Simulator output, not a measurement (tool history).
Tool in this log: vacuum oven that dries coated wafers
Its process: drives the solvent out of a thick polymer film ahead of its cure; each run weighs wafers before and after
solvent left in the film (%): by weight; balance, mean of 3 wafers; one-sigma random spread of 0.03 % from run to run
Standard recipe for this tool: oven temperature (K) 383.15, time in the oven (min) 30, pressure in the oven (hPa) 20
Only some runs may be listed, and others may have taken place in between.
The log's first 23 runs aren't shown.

run,hour,oven temperature (K),time in the oven (min),pressure in the oven (hPa),hours of work since the thermocouples were calibrated,hours of work since the vacuum gauge was cleaned of residue,solvent left in the film (%)
24,932.6,383.15,16,68.7,1128,1173,6.86
25,970.8,383.15,16,68.7,1151,1197,6.82
26,1008.6,381.15,36,31.8,1174,1220,2.67
27,1062.9,395.15,36,31.8,1207,1253,1.09
28,1100.2,377.15,36,17.9,1230,1276,2.92
29,1130.7,378.15,37,22.1,1248,1294,2.83
# hour 1154.6: vacuum gauge cleaned of residue and calibrated
30,1157.4,379.15,37,29.9,1264,2,2.95
31,1184.3,379.15,37,29.9,1280,18,2.94
32,1208.8,379.15,37,29.9,1295,33,2.98
33,1250.2,379.15,37,29.9,1320,58,2.95
34,1303.9,369.15,26,20,1353,91,7.08
35,1330.1,376.15,19,13,1369,107,6.23

Alternative continuations, all from the tool just after run 35; predict every row:
# hour 1336.1: oven's thermocouples calibrated
A,1369.5,372.15,30,39.1,20,130,?
# hour 1336.1: oven's thermocouples calibrated
B,1369.5,391.15,18,73.9,20,130,?
# hour 1336.1: oven's thermocouples calibrated
C,1369.5,396.15,25,14,20,130,?
# hour 1336.1: oven's thermocouples calibrated
D,1369.5,383.15,38,28,20,130,?

run,solvent left in the film (%)
A,5.68
B,3.76
C,0.63
D,1.77
Had the tool no hidden state, the same runs would have come out as:
run,solvent left in the film (%)
A,5.6
B,3.7
C,0.61
D,1.73
